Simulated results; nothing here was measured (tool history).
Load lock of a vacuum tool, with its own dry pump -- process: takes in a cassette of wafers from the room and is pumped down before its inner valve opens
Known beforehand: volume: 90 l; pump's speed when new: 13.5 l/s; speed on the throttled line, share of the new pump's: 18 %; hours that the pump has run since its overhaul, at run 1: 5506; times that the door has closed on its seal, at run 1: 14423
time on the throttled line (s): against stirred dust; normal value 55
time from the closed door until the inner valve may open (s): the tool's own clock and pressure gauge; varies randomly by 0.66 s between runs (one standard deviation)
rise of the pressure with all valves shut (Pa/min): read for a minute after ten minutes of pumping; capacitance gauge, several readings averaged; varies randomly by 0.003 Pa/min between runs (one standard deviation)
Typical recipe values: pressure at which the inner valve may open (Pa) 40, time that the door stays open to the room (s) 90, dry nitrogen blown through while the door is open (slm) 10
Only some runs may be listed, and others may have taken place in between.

| run | hour | time on the throttled line (s) | pressure at which the inner valve may open (Pa) | time that the door stays open to the room (s) | dry nitrogen blown through while the door is open (slm) | hours that the pump has run since its overhaul | times that the door has closed on its seal | incoming humidity of the room's air, % | time from the closed door until the inner valve may open (s) | rise of the pressure with all valves shut (Pa/min) |
|---|---|---|---|---|---|---|---|---|---|---|
| 1 | 0.0 | 55 | 40 | 90 | 10 | 5506 | 14423 | 47.0 | 101.7 | 0.080 |
| 2 | 186.3 | 55 | 40 | 90 | 10 | 5692 | 14937 | 46.0 | 101.4 | 0.087 |
| 3 | 347.9 | 55 | 40 | 90 | 16 | 5854 | 15383 | 44.7 | 101.2 | 0.082 |
| 4 | 491.9 | 55 | 40 | 90 | 38 | 5998 | 15780 | 43.5 | 102.0 | 0.071 |
| 5 | 590.1 | 55 | 40 | 90 | 38 | 6096 | 16052 | 49.8 | 101.3 | 0.085 |
| 6 | 710.9 | 55 | 40 | 90 | 38 | 6217 | 16385 | 47.2 | 101.3 | 0.072 |
| 7 | 822.9 | 55 | 40 | 90 | 38 | 6329 | 16694 | 47.9 | 102.5 | 0.085 |
| 8 | 919.4 | 55 | 40 | 90 | 38 | 6425 | 16960 | 42.1 | 102.5 | 0.084 |
| 9 | 1121.5 | 55 | 40 | 90 | 38 | 6627 | 17518 | 43.5 | 102.4 | 0.082 |
| 10 | 1255.7 | 55 | 40 | 90 | 38 | 6762 | 17888 | 43.2 | 102.5 | 0.087 |
| 11 | 1340.1 | 55 | 40 | 90 | 10 | 6846 | 18121 | 44.7 | 101.9 | 0.104 |
| 12 | 1465.8 | 55 | 40 | 90 | 10 | 6972 | 18468 | 44.8 | 101.6 | 0.107 |
| 13 | 1591.4 | 55 | 40 | 90 | 10 | 7097 | 18814 | 45.9 | 103.0 | 0.105 |
| 14 | 1751.4 | 33 | 40 | 90 | 10 | 7257 | 19255 | 48.4 | 84.3 | 0.115 |
| 15 | 1908.0 | 55 | 40 | 90 | 10 | 7414 | 19688 | 43.3 | 101.6 | 0.108 |
| 16 | 2107.7 | 55 | 40 | 90 | 10 | 7614 | 20239 | 44.7 | 102.7 | 0.118 |
| 17 | 2281.6 | 55 | 40 | 90 | 10 | 7788 | 20719 | 43.3 | 102.2 | 0.122 |
| 18 | 2390.5 | 55 | 40 | 90 | 10 | 7896 | 21019 | 46.1 | 103.7 | 0.121 |
| 19 | 2564.3 | 77 | 40 | 90 | 10 | 8070 | 21498 | 46.2 | 120.4 | 0.132 |
| 20 | 2672.8 | 55 | 40 | 39 | 10 | 8179 | 21798 | 44.3 | 103.3 | 0.118 |
| 21 | 2822.9 | 79 | 42 | 97 | 25 | 8329 | 22212 | 47.6 | 121.5 | 0.120 |
| 22 | 2966.5 | 54 | 40 | 90 | 10 | 8472 | 22608 | 43.1 | 103.1 | 0.128 |
| 23 | 3104.4 | 49 | 40 | 124 | 10 | 8610 | 22989 | 45.5 | 98.9 | 0.136 |
| 24 | 3249.7 | 55 | 62 | 34 | 6 | 8756 | 23389 | 43.8 | 100.3 | 0.127 |
| 25 | 3357.6 | 55 | 53 | 34 | 5 | 8863 | 23687 | 46.6 | 100.9 | 0.139 |
| 26 | 3533.1 | 94 | 40 | 90 | 10 | 9039 | 24171 | 45.1 | 135.8 | 0.145 |
| 27 | 3653.0 | 61 | 40 | 90 | 9 | 9159 | 24502 | 42.9 | 109.2 | 0.142 |
| 28 | 3792.8 | 61 | 40 | 90 | 9 | 9299 | 24888 | 45.7 | 109.7 | 0.150 |
| 29 | 3914.6 | 61 | 35 | 90 | 9 | 9420 | 25224 | 46.1 | 109.8 | 0.152 |
| 30 | 4015.4 | 66 | 38 | 56 | 9 | 9521 | 25502 | 46.0 | 113.8 | 0.155 |
| 31 | 4182.9 | 66 | 38 | 56 | 9 | 9689 | 25964 | 43.0 | 113.3 | 0.152 |
| 32 | 4336.0 | 55 | 40 | 122 | 5 | 9842 | 26387 | 46.4 | 104.7 | 0.181 |
| 33 | 4488.5 | 55 | 40 | 76 | 10 | 9994 | 26807 | 46.6 | 105.4 | 0.169 |
| 34 | 4601.9 | 55 | 40 | 76 | 10 | 10108 | 27120 | 46.5 | 103.3 | 0.170 |
| 35 | 4760.4 | 55 | 46 | 156 | 10 | 10266 | 27558 | 46.2 | 103.9 | 0.177 |
| 36 | 4916.4 | 97 | 45 | 185 | 11 | 10422 | 27988 | 45.3 | 136.8 | 0.185 |
| 37 | 5051.8 | 41 | 70 | 57 | 9 | 10558 | 28362 | 42.4 | 89.9 | 0.176 |

A few steps of time from the closed door until the inner valve may open (s) between consecutive runs. Split each: what settings, incoming material and random variation would produce without the hidden state, and what is left over for the hidden state, along with gauge scatter present in only one of the two compared results (measured, and without hidden state):
Hidden state at play: pump's speed, % of a new pump's; leak at the door's seal, Pa l/s; drift of the gauge itself on ready_s, %; drift of the gauge itself on rise_pa_min, %.
Run 13 -> 14: time on the throttled line (s) 55 -> 33. time from the closed door until the inner valve may open (s) -18.7: hidden state +0.7, all else -19.4.
Run 25 -> 26: time on the throttled line (s) 55 -> 94, pressure at which the inner valve may open (Pa) 53 -> 40, time that the door stays open to the room (s) 34 -> 90, dry nitrogen blown through while the door is open (slm) 5 -> 10. time from the closed door until the inner valve may open (s) +34.9: hidden state -0.3, all else +35.2.
Run 35 -> 36: time on the throttled line (s) 55 -> 97, pressure at which the inner valve may open (Pa) 46 -> 45, time that the door stays open to the room (s) 156 -> 185, dry nitrogen blown through while the door is open (slm) 10 -> 11. time from the closed door until the inner valve may open (s) +32.9: hidden state -1.1, all else +34.0.
Run 36 -> 37: time on the throttled line (s) 97 -> 41, pressure at which the inner valve may open (Pa) 45 -> 70, time that the door stays open to the room (s) 185 -> 57, dry nitrogen blown through while the door is open (slm) 11 -> 9. time from the closed door until the inner valve may open (s) -46.9: hidden state +1.4, all else -48.3.

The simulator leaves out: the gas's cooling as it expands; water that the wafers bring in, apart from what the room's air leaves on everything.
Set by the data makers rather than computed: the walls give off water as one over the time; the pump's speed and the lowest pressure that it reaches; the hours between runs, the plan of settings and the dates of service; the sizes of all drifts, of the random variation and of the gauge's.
